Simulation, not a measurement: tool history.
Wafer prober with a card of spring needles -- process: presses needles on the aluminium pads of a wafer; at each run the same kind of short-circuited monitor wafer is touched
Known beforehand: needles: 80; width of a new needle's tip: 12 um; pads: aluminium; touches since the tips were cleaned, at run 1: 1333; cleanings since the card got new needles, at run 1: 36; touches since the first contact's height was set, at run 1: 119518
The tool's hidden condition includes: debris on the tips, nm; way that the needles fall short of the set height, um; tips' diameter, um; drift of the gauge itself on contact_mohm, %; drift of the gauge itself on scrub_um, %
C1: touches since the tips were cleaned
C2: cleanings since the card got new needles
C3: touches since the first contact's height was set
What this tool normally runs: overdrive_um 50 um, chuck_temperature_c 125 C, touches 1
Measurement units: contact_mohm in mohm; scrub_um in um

{"run": 1, "hour": 0.0, "overdrive_um": 50, "chuck_temperature_c": 125, "touches": 1, "C1": 1333, "C2": 36, "C3": 119518, "contact_mohm": 233, "scrub_um": 9.15}
{"hour": 9.0, "done": "tips cleaned on abrasive film"}
{"hour": 24.3, "done": "tips cleaned on abrasive film"}
{"hour": 37.0, "done": "tips cleaned on abrasive film"}
{"hour": 52.4, "done": "tips cleaned on abrasive film"}
{"run": 2, "hour": 58.1, "overdrive_um": 50, "chuck_temperature_c": 125, "touches": 1, "C1": 1295, "C2": 40, "C3": 132724, "contact_mohm": 230, "scrub_um": 9.03}
{"hour": 67.4, "done": "tips cleaned on abrasive film"}
{"hour": 80.1, "done": "tips cleaned on abrasive film"}
{"run": 3, "hour": 90.0, "overdrive_um": 50, "chuck_temperature_c": 125, "touches": 1, "C1": 2269, "C2": 42, "C3": 139983, "contact_mohm": 250, "scrub_um": 8.96}
{"hour": 92.8, "done": "tips cleaned on abrasive film"}
{"hour": 107.6, "done": "tips cleaned on abrasive film"}
{"hour": 122.2, "done": "tips cleaned on abrasive film"}
{"hour": 134.9, "done": "tips cleaned on abrasive film"}
{"run": 4, "hour": 143.4, "overdrive_um": 50, "chuck_temperature_c": 125, "touches": 1, "C1": 1958, "C2": 46, "C3": 152127, "contact_mohm": 244, "scrub_um": 9.03}
{"hour": 149.3, "done": "tips cleaned on abrasive film"}
{"hour": 164.7, "done": "tips cleaned on abrasive film"}
{"hour": 179.6, "done": "tips cleaned on abrasive film"}
{"hour": 193.2, "done": "tips cleaned on abrasive film"}
{"run": 5, "hour": 193.2, "overdrive_um": 50, "chuck_temperature_c": 125, "touches": 1, "C1": 0, "C2": 50, "C3": 163427, "contact_mohm": 196, "scrub_um": 8.81}
{"hour": 208.9, "done": "tips cleaned on abrasive film"}
{"hour": 224.1, "done": "tips cleaned on abrasive film"}
{"run": 6, "hour": 233.4, "overdrive_um": 50, "chuck_temperature_c": 125, "touches": 1, "C1": 2119, "C2": 52, "C3": 172588, "contact_mohm": 252, "scrub_um": 8.68}
{"hour": 239.7, "done": "tips cleaned on abrasive film"}
{"hour": 254.9, "done": "tips cleaned on abrasive film"}
{"hour": 270.6, "done": "tips cleaned on abrasive film"}
{"run": 7, "hour": 276.9, "overdrive_um": 50, "chuck_temperature_c": 125, "touches": 1, "C1": 1442, "C2": 55, "C3": 182488, "contact_mohm": 240, "scrub_um": 8.64}
{"hour": 283.2, "done": "tips cleaned on abrasive film"}
{"hour": 299.0, "done": "tips cleaned on abrasive film"}
{"hour": 313.9, "done": "tips cleaned on abrasive film"}
{"run": 8, "hour": 320.9, "overdrive_um": 50, "chuck_temperature_c": 125, "touches": 1, "C1": 1602, "C2": 58, "C3": 192491, "contact_mohm": 254, "scrub_um": 8.65}
{"hour": 327.0, "done": "tips cleaned on abrasive film"}
{"hour": 341.6, "done": "tips cleaned on abrasive film"}
{"hour": 357.0, "done": "tips cleaned on abrasive film"}
{"hour": 371.1, "done": "tips cleaned on abrasive film"}
{"run": 9, "hour": 371.1, "overdrive_um": 50, "chuck_temperature_c": 125, "touches": 1, "C1": 0, "C2": 62, "C3": 203889, "contact_mohm": 201, "scrub_um": 8.4}
{"hour": 386.2, "done": "tips cleaned on abrasive film"}
{"hour": 401.9, "done": "tips cleaned on abrasive film"}
{"hour": 414.5, "done": "tips cleaned on abrasive film"}
{"run": 10, "hour": 419.3, "overdrive_um": 50, "chuck_temperature_c": 125, "touches": 1, "C1": 1095, "C2": 65, "C3": 214867, "contact_mohm": 242, "scrub_um": 8.48}
{"hour": 428.8, "done": "tips cleaned on abrasive film"}
{"hour": 444.4, "done": "tips cleaned on abrasive film"}
{"hour": 459.9, "done": "tips cleaned on abrasive film"}
{"hour": 475.2, "done": "tips cleaned on abrasive film"}
{"run": 11, "hour": 475.2, "overdrive_um": 50, "chuck_temperature_c": 125, "touches": 1, "C1": 0, "C2": 69, "C3": 227580, "contact_mohm": 206, "scrub_um": 8.45}
{"hour": 490.6, "done": "tips cleaned on abrasive film"}
{"hour": 506.2, "done": "tips cleaned on abrasive film"}
{"run": 12, "hour": 513.6, "overdrive_um": 50, "chuck_temperature_c": 36, "touches": 1, "C1": 1709, "C2": 71, "C3": 236323, "contact_mohm": 242, "scrub_um": 8.35}
{"hour": 520.0, "done": "tips cleaned on abrasive film"}
{"hour": 520.3, "done": "height of the first contact set anew"}
{"hour": 535.7, "done": "tips cleaned on abrasive film"}
{"hour": 550.8, "done": "tips cleaned on abrasive film"}
{"hour": 566.2, "done": "tips cleaned on abrasive film"}
{"run": 13, "hour": 570.3, "overdrive_um": 50, "chuck_temperature_c": 36, "touches": 1, "C1": 933, "C2": 75, "C3": 11383, "contact_mohm": 207, "scrub_um": 9.85}
{"hour": 579.5, "done": "tips cleaned on abrasive film"}
{"hour": 594.2, "done": "tips cleaned on abrasive film"}
{"hour": 608.1, "done": "tips cleaned on abrasive film"}
{"run": 14, "hour": 608.1, "overdrive_um": 50, "chuck_temperature_c": 36, "touches": 1, "C1": 0, "C2": 78, "C3": 19964, "contact_mohm": 179, "scrub_um": 9.73}
{"hour": 620.7, "done": "tips cleaned on abrasive film"}
{"hour": 635.8, "done": "tips cleaned on abrasive film"}
{"hour": 651.2, "done": "tips cleaned on abrasive film"}
{"run": 15, "hour": 654.2, "overdrive_um": 50, "chuck_temperature_c": 36, "touches": 1, "C1": 685, "C2": 81, "C3": 30447, "contact_mohm": 203, "scrub_um": 9.64}
{"hour": 666.8, "done": "tips cleaned on abrasive film"}
{"hour": 682.4, "done": "tips cleaned on abrasive film"}
{"hour": 695.0, "done": "tips cleaned on abrasive film"}
{"hour": 710.2, "done": "tips cleaned on abrasive film"}
{"run": 16, "hour": 710.5, "overdrive_um": 34, "chuck_temperature_c": 50, "touches": 1, "C1": 63, "C2": 85, "C3": 43252, "contact_mohm": 207, "scrub_um": 6.43}
{"hour": 723.0, "done": "tips cleaned on abrasive film"}
{"hour": 737.9, "done": "tips cleaned on abrasive film"}
{"run": 17, "hour": 743.6, "overdrive_um": 34, "chuck_temperature_c": 50, "touches": 1, "C1": 1300, "C2": 87, "C3": 50793, "contact_mohm": 293, "scrub_um": 6.43}
{"hour": 752.5, "done": "tips cleaned on abrasive film"}
{"hour": 768.1, "done": "tips cleaned on abrasive film"}
{"run": 18, "hour": 772.5, "overdrive_um": 34, "chuck_temperature_c": 50, "touches": 1, "C1": 993, "C2": 89, "C3": 57349, "contact_mohm": 283, "scrub_um": 6.38}
{"hour": 781.9, "done": "tips cleaned on abrasive film"}
{"hour": 794.6, "done": "tips cleaned on abrasive film"}
{"hour": 809.2, "done": "tips cleaned on abrasive film"}
{"run": 19, "hour": 809.2, "overdrive_um": 34, "chuck_temperature_c": 50, "touches": 1, "C1": 0, "C2": 92, "C3": 65687, "contact_mohm": 200, "scrub_um": 6.29}
{"hour": 824.8, "done": "tips cleaned on abrasive film"}
{"hour": 837.4, "done": "tips cleaned on abrasive film"}
{"run": 20, "hour": 841.2, "overdrive_um": 34, "chuck_temperature_c": 50, "touches": 2, "C1": 874, "C2": 94, "C3": 72982, "contact_mohm": 244, "scrub_um": 6.2}
{"hour": 850.7, "done": "tips cleaned on abrasive film"}
{"hour": 865.9, "done": "tips cleaned on abrasive film"}
{"run": 21, "hour": 876.6, "overdrive_um": 50, "chuck_temperature_c": 37, "touches": 1, "C1": 2435, "C2": 96, "C3": 81026, "contact_mohm": 253, "scrub_um": 9.33}
{"hour": 879.8, "done": "tips cleaned on abrasive film"}
{"hour": 894.9, "done": "tips cleaned on abrasive film"}
{"hour": 907.5, "done": "tips cleaned on abrasive film"}
{"hour": 922.7, "done": "tips cleaned on abrasive film"}
{"run": 22, "hour": 935.1, "overdrive_um": 50, "chuck_temperature_c": 37, "touches": 1, "C1": 2842, "C2": 100, "C3": 94331, "contact_mohm": 269, "scrub_um": 9.29}
{"hour": 937.7, "done": "tips cleaned on abrasive film"}
{"hour": 953.3, "done": "tips cleaned on abrasive film"}
{"hour": 965.9, "done": "tips cleaned on abrasive film"}
{"hour": 980.9, "done": "tips cleaned on abrasive film"}
{"hour": 995.1, "done": "tips cleaned on abrasive film"}
{"run": 23, "hour": 995.1, "overdrive_um": 49, "chuck_temperature_c": 30, "touches": 1, "C1": 0, "C2": 105, "C3": 107964, "contact_mohm": 185, "scrub_um": 8.96}
{"hour": 1010.7, "done": "tips cleaned on abrasive film"}
{"hour": 1026.4, "done": "tips cleaned on abrasive film"}
{"run": 24, "hour": 1026.9, "overdrive_um": 49, "chuck_temperature_c": 30, "touches": 1, "C1": 106, "C2": 107, "C3": 115194, "contact_mohm": 186, "scrub_um": 8.88}
{"hour": 1039.5, "done": "tips cleaned on abrasive film"}
{"hour": 1052.1, "done": "tips cleaned on abrasive film"}
{"run": 25, "hour": 1055.8, "overdrive_um": 49, "chuck_temperature_c": 30, "touches": 2, "C1": 834, "C2": 109, "C3": 121758, "contact_mohm": 196, "scrub_um": 8.83}
{"hour": 1064.8, "done": "tips cleaned on abrasive film"}
{"hour": 1077.4, "done": "tips cleaned on abrasive film"}
{"run": 26, "hour": 1082.0, "overdrive_um": 49, "chuck_temperature_c": 30, "touches": 2, "C1": 1041, "C2": 111, "C3": 127715, "contact_mohm": 212, "scrub_um": 8.73}
{"hour": 1091.3, "done": "tips cleaned on abrasive film"}
{"hour": 1107.0, "done": "tips cleaned on abrasive film"}
{"hour": 1122.7, "done": "tips cleaned on abrasive film"}
{"hour": 1138.3, "done": "tips cleaned on abrasive film"}
{"run": 27, "hour": 1140.4, "overdrive_um": 49, "chuck_temperature_c": 30, "touches": 2, "C1": 488, "C2": 115, "C3": 141003, "contact_mohm": 196, "scrub_um": 8.72}

Forecast each of these 4 alternatives for the next run:
{"hour": 1152.5, "done": "tips cleaned on abrasive film"}
{"hour": 1167.5, "done": "tips cleaned on abrasive film"}
{"hour": 1180.1, "done": "tips cleaned on abrasive film"}
{"run": "A", "hour": 1183.2, "overdrive_um": 59, "chuck_temperature_c": 50, "touches": 1, "C1": 698, "C2": 118, "C3": 150728, "contact_mohm": "?", "scrub_um": "?"}
{"hour": 1152.5, "done": "tips cleaned on abrasive film"}
{"hour": 1167.5, "done": "tips cleaned on abrasive film"}
{"hour": 1180.1, "done": "tips cleaned on abrasive film"}
{"run": "B", "hour": 1183.2, "overdrive_um": 50, "chuck_temperature_c": 32, "touches": 2, "C1": 698, "C2": 118, "C3": 150728, "contact_mohm": "?", "scrub_um": "?"}
{"hour": 1152.5, "done": "tips cleaned on abrasive film"}
{"hour": 1167.5, "done": "tips cleaned on abrasive film"}
{"hour": 1180.1, "done": "tips cleaned on abrasive film"}
{"run": "C", "hour": 1183.2, "overdrive_um": 49, "chuck_temperature_c": 27, "touches": 1, "C1": 698, "C2": 118, "C3": 150728, "contact_mohm": "?", "scrub_um": "?"}
{"hour": 1152.5, "done": "tips cleaned on abrasive film"}
{"hour": 1167.5, "done": "tips cleaned on abrasive film"}
{"hour": 1180.1, "done": "tips cleaned on abrasive film"}
{"run": "D", "hour": 1183.2, "overdrive_um": 47, "chuck_temperature_c": 30, "touches": 2, "C1": 698, "C2": 118, "C3": 150728, "contact_mohm": "?", "scrub_um": "?"}

run=A contact_mohm=202 scrub_um=10.59
run=B contact_mohm=201 scrub_um=8.85
run=C contact_mohm=215 scrub_um=8.67
run=D contact_mohm=206 scrub_um=8.26
With the hidden condition removed and each run's random variation left untouched, the same runs would have given:
run=A contact_mohm=166 scrub_um=11.63
run=B contact_mohm=167 scrub_um=9.90
run=C contact_mohm=164 scrub_um=9.72
run=D contact_mohm=168 scrub_um=9.31
